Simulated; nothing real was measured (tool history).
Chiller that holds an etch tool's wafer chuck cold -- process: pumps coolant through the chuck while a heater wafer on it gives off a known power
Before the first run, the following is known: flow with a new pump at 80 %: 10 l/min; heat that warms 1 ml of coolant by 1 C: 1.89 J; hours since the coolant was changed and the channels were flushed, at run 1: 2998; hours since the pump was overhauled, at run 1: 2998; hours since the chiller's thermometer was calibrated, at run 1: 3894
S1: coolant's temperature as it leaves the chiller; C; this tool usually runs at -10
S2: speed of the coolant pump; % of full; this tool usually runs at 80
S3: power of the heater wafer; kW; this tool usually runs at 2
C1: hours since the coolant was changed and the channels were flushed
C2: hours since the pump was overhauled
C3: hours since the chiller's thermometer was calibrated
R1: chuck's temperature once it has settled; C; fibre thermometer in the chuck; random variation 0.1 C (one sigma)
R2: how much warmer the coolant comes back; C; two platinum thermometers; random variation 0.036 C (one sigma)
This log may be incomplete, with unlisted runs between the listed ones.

run    hour   S1  S2     S3    C1    C2    C3    R1     R2
  1       0  -10  80      2  2998  2998  3894    11   6.53
  2   153.9  -10  80      2  3152  3152  4048  10.8   6.57
  3   231.8  -10  63      2  3230  3230  4126  14.5   8.52
  4   365.6  -10  63      2  3363  3363  4259  14.6   8.53
  5   453.7   -9  80      2  3452  3452  4348  12.1   6.55
  6   551.1   -9  80      2  3549  3549  4445  11.9    6.6
  7   716.6  -10  79      2  3714  3714  4610    11   6.72
  8     827  -10  80      2  3825  3825  4721  11.3   6.64
  9   938.5  -10  80      2  3936  3936  4832  11.3   6.66
 10  1051.4  -10  80      2  4049  4049  4945  11.1   6.66
     1147.4  -- chiller's thermometer calibrated
 11  1197.4  -10  80      2  4194  4194    50    11   6.63
 12    1349  -10  80      2  4346  4346   202    11   6.65
 13  1497.2  -10  80      2  4494  4494   350  10.8    6.7
     1577.9  -- chiller's thermometer calibrated, once more
 14  1647.5   -9  80      2  4643  4643    70  12.7    6.7
 15  1790.7   -5  80      2  4787  4787   213  16.7   6.69
 16  1892.4   -5  80      2  4888  4888   315  16.9   6.67
 17  1973.6   -5  87  1.527  4969  4969   396  10.8   4.66
 18  2053.2  -12  70  2.726  5049  5049   475  20.6  10.63
 19  2131.8  -10  72  2.062  5128  5128   554  14.2   7.79
 20  2281.3  -12  72  2.062  5277  5277   703  12.4   7.79

Run 21 is up next; what results do you expect?
 21  2392.2  -9  61  2.504  5388  5388  814   ?   ?

Run 21 came out at R1 24 C, R2 11.36 C.
Were there no unlogged condition in the tool, this run, its random variation unchanged, would have produced R1 21.3 C, R2 10.66 C.
